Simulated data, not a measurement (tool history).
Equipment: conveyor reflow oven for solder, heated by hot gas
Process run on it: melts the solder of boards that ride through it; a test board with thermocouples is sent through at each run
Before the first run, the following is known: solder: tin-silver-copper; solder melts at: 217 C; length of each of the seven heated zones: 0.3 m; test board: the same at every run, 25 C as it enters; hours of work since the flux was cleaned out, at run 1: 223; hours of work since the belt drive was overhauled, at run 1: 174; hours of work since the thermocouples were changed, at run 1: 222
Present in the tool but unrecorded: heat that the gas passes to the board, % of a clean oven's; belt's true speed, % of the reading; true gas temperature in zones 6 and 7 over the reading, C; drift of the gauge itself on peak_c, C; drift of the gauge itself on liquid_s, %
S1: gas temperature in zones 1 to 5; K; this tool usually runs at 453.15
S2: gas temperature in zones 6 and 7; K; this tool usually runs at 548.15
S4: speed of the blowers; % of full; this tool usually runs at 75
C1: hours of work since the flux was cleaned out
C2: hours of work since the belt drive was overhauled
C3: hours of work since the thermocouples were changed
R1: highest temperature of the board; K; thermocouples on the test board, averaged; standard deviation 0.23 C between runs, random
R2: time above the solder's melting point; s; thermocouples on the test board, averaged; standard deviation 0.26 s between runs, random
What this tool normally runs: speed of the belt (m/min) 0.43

run 1 hour=0 | S1=453.15 S2=548.15 speed_of_the_belt_(m/min)=0.43 S4=75 | C1=223 C2=174 C3=222 | R1=527.85 R2=65.4
run 2 hour=14 | S1=453.15 S2=548.15 speed_of_the_belt_(m/min)=0.43 S4=75 | C1=233 C2=184 C3=232 | R1=527.35 R2=65.7
-- hour=21.8 flux residue cleaned out of gas plates and filters
run 3 hour=36 | S1=453.15 S2=548.15 speed_of_the_belt_(m/min)=0.43 S4=75 | C1=10 C2=196 C3=244 | R1=530.65 R2=67.6
run 4 hour=51.2 | S1=444.15 S2=548.15 speed_of_the_belt_(m/min)=0.43 S4=75 | C1=21 C2=207 C3=255 | R1=528.05 R2=63
run 5 hour=73.7 | S1=444.15 S2=548.15 speed_of_the_belt_(m/min)=0.43 S4=75 | C1=37 C2=223 C3=271 | R1=528.35 R2=62.6
run 6 hour=98.5 | S1=444.15 S2=548.15 speed_of_the_belt_(m/min)=0.43 S4=75 | C1=55 C2=241 C3=289 | R1=527.85 R2=63
run 7 hour=108.8 | S1=453.15 S2=548.15 speed_of_the_belt_(m/min)=0.38 S4=75 | C1=62 C2=248 C3=296 | R1=534.05 R2=80.1
run 8 hour=123.9 | S1=453.15 S2=548.15 speed_of_the_belt_(m/min)=0.38 S4=75 | C1=73 C2=259 C3=307 | R1=533.65 R2=80.3
run 9 hour=142.7 | S1=453.15 S2=548.15 speed_of_the_belt_(m/min)=0.43 S4=75 | C1=87 C2=272 C3=320 | R1=529.55 R2=67.5
run 10 hour=159.3 | S1=453.15 S2=548.15 speed_of_the_belt_(m/min)=0.43 S4=75 | C1=99 C2=284 C3=332 | R1=529.55 R2=67.8
run 11 hour=183.1 | S1=453.15 S2=548.15 speed_of_the_belt_(m/min)=0.43 S4=75 | C1=116 C2=301 C3=349 | R1=529.35 R2=67.1
-- hour=188.1 belt drive overhauled, speed set with a stopwatch
run 12 hour=199.6 | S1=456.15 S2=537.15 speed_of_the_belt_(m/min)=0.447 S4=75 | C1=125 C2=8 C3=358 | R1=519.55 R2=57.9
run 13 hour=220.7 | S1=456.15 S2=537.15 speed_of_the_belt_(m/min)=0.447 S4=75 | C1=140 C2=23 C3=374 | R1=519.65 R2=57.9
run 14 hour=239.7 | S1=456.15 S2=537.15 speed_of_the_belt_(m/min)=0.447 S4=59 | C1=153 C2=37 C3=387 | R1=513.95 R2=50.1
run 15 hour=259.1 | S1=450.15 S2=557.15 speed_of_the_belt_(m/min)=0.45 S4=67 | C1=167 C2=51 C3=401 | R1=531.05 R2=63
run 16 hour=283 | S1=445.15 S2=542.15 speed_of_the_belt_(m/min)=0.464 S4=75 | C1=184 C2=68 C3=418 | R1=519.15 R2=49.9
run 17 hour=293.6 | S1=439.15 S2=542.15 speed_of_the_belt_(m/min)=0.404 S4=62 | C1=192 C2=76 C3=426 | R1=518.65 R2=55
run 18 hour=316 | S1=442.15 S2=541.15 speed_of_the_belt_(m/min)=0.444 S4=85 | C1=208 C2=92 C3=442 | R1=521.95 R2=55.2
-- hour=334.3 belt drive overhauled, speed set with a stopwatch, once more
run 19 hour=345.2 | S1=442.15 S2=541.15 speed_of_the_belt_(m/min)=0.444 S4=85 | C1=226 C2=8 C3=460 | R1=521.35 R2=54.1
run 20 hour=357 | S1=450.15 S2=541.15 speed_of_the_belt_(m/min)=0.466 S4=83 | C1=235 C2=16 C3=468 | R1=520.35 R2=53
-- hour=363.8 flux residue cleaned out of gas plates and filters
run 21 hour=381.6 | S1=458.15 S2=553.15 speed_of_the_belt_(m/min)=0.365 S4=83 | C1=13 C2=30 C3=483 | R1=542.55 R2=91.5

4 options for the next run, each taken on its own from the tool as it stands now. Forecast them:
run A hour=404.9 | S1=455.15 S2=538.15 speed_of_the_belt_(m/min)=0.43 S4=75 | C1=29 C2=47 C3=499 | R1=? R2=?
run B hour=404.9 | S1=458.15 S2=538.15 speed_of_the_belt_(m/min)=0.365 S4=56 | C1=29 C2=47 C3=499 | R1=? R2=?
run C hour=404.9 | S1=461.15 S2=562.15 speed_of_the_belt_(m/min)=0.43 S4=52 | C1=29 C2=47 C3=499 | R1=? R2=?
run D hour=404.9 | S1=453.15 S2=548.15 speed_of_the_belt_(m/min)=0.43 S4=79 | C1=29 C2=47 C3=499 | R1=? R2=?

run=A R1=522.75 R2=63.3
run=B R1=522.85 R2=75.4
run=C R1=534.15 R2=72.7
run=D R1=531.95 R2=68.7
The same runs, with their run-to-run variation unchanged, on a tool lacking any hidden condition would have given:
run=A R1=522.35 R2=63.1
run=B R1=522.25 R2=75
run=C R1=533.75 R2=72.5
run=D R1=531.55 R2=68.5
